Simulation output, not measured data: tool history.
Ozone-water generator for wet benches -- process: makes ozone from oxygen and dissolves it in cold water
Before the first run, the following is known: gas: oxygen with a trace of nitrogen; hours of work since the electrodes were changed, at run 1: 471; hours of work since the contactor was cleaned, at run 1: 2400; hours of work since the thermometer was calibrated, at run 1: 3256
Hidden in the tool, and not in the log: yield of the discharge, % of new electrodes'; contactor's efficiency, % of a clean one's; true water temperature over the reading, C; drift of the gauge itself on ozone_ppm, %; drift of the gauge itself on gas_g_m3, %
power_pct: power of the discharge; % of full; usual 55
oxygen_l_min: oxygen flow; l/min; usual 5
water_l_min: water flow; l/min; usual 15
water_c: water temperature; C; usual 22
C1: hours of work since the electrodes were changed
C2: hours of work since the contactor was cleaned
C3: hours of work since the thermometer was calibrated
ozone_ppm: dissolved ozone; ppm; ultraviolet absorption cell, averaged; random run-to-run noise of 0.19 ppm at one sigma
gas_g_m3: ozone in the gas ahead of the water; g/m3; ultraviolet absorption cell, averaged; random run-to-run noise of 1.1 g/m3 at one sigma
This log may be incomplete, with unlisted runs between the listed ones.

Run 1, hour 0: usual settings; C1 471; C2 2400; C3 3256. Result: ozone_ppm 25.9 ppm, gas_g_m3 202.6 g/m3.
Run 2, hour 25.9: usual settings; C1 496; C2 2425; C3 3281. Result: ozone_ppm 25.5 ppm, gas_g_m3 202.5 g/m3.
Run 3, hour 47.5: usual settings but oxygen_l_min 5.28 l/min; C1 517; C2 2445; C3 3301. Result: ozone_ppm 25.8 ppm, gas_g_m3 194.4 g/m3.
Run 4, hour 65.5: usual settings but water_c 24 C; C1 534; C2 2462; C3 3319. Result: ozone_ppm 25 ppm, gas_g_m3 201.7 g/m3.
Run 5, hour 94: usual settings but power_pct 47 % of full; C1 561; C2 2489; C3 3346. Result: ozone_ppm 23.2 ppm, gas_g_m3 181.2 g/m3.
Run 6, hour 112.7: usual settings but power_pct 47 % of full; C1 579; C2 2507; C3 3363. Result: ozone_ppm 23.1 ppm, gas_g_m3 184.3 g/m3.
Run 7, hour 134.9: usual settings but power_pct 47 % of full; C1 600; C2 2528; C3 3385. Result: ozone_ppm 23 ppm, gas_g_m3 179.6 g/m3.
Run 8, hour 153.4: usual settings but power_pct 47 % of full; C1 618; C2 2546; C3 3402. Result: ozone_ppm 23.3 ppm, gas_g_m3 180.4 g/m3.
Run 9, hour 168.4: usual settings but power_pct 96 % of full; C1 632; C2 2560; C3 3417. Result: ozone_ppm 37.7 ppm, gas_g_m3 294.3 g/m3.
Run 10, hour 186.4: usual settings but power_pct 44 % of full, oxygen_l_min 3.47 l/min; C1 649; C2 2577; C3 3434. Result: ozone_ppm 23.6 ppm, gas_g_m3 221.8 g/m3.
Run 11, hour 221.3: usual settings but power_pct 94 % of full, water_l_min 10 l/min, water_c 16 C; C1 682; C2 2611; C3 3467. Result: ozone_ppm 52.3 ppm, gas_g_m3 290.6 g/m3.
Run 12, hour 248.9: usual settings but oxygen_l_min 2.62 l/min, water_l_min 17 l/min, water_c 29 C; C1 708; C2 2637; C3 3493. Result: ozone_ppm 23.3 ppm, gas_g_m3 312.8 g/m3.
Run 13, hour 273.9: usual settings but power_pct 68 % of full, oxygen_l_min 4.45 l/min, water_l_min 21 l/min, water_c 24 C; C1 732; C2 2661; C3 3517. Result: ozone_ppm 23.1 ppm, gas_g_m3 252.3 g/m3.

Each run again, without the hidden state but with its own random variation kept:
run  ozone_ppm  gas_g_m3
  1       26.5       204
  2       26.1     204.1
  3       26.4       196
  4       25.6     203.5
  5       23.7     182.7
  6       23.6     185.9
  7       23.5     181.3
  8       23.9     182.1
  9       38.9     299.2
 10       24.1     223.9
 11       53.9       296
 12         24       317
 13       23.9     256.5
